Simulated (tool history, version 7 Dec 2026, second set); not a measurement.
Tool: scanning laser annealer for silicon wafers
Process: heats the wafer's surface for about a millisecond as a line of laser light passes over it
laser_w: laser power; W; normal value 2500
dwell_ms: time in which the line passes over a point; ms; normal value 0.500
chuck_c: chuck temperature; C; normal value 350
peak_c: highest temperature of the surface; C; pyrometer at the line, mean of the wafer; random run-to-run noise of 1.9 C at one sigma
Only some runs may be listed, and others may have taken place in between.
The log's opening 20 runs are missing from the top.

run	hour	laser_w	dwell_ms	chuck_c	hours of work since the window was cleaned	hours of work since the power meter was calibrated	hours of work since the optics were aligned	peak_c
21	298.9	2500	0.500	326	610	175	960	1158
22	312.9	2529	0.531	370	617	183	968	1234
23	328.5	2529	0.531	370	625	191	976	1239
24	343.3	2222	0.520	355	633	198	984	1092
25	356.4	2500	0.360	386	640	205	990	1089
26	368.2	2347	0.500	368	646	212	997	1139
27	386.8	2274	0.375	350	656	221	1006	992
28	403.8	2664	0.375	356	665	230	1015	1127
29	413.0	2664	0.375	356	670	235	1020	1130
30	422.1	2664	0.375	356	674	240	1025	1130
31	437.7	2664	0.375	356	683	248	1033	1130
32	450.2	2443	0.375	356	689	255	1040	1052
33	466.4	2609	0.477	338	698	263	1048	1190
34	477.4	2162	0.561	349	704	269	1054	1091
35	492.7	2162	0.561	349	712	277	1062	1086
36	511.3	2140	0.586	350	721	287	1072	1095
37	523.8	2140	0.586	350	728	293	1078	1098
38	535.4	2140	0.521	383	734	299	1084	1085
39	549.2	2183	0.564	376	741	307	1092	1128
40	568.5	2183	0.564	376	751	317	1102	1128
41	583.3	2248	0.551	321	759	324	1110	1086
42	595.0	2155	0.389	325	765	331	1116	936

Alternative continuations, all from the tool just after run 42; predict every row:
A	604.0	2191	0.500	380	770	335	1120	?
B	604.0	2350	0.389	325	770	335	1120	?
C	604.0	2472	0.479	367	770	335	1120	?

run	peak_c
A	1090
B	1004
C	1168
Without the tool's unlogged condition, the same runs would have read:
run	peak_c
A	1091
B	1005
C	1169

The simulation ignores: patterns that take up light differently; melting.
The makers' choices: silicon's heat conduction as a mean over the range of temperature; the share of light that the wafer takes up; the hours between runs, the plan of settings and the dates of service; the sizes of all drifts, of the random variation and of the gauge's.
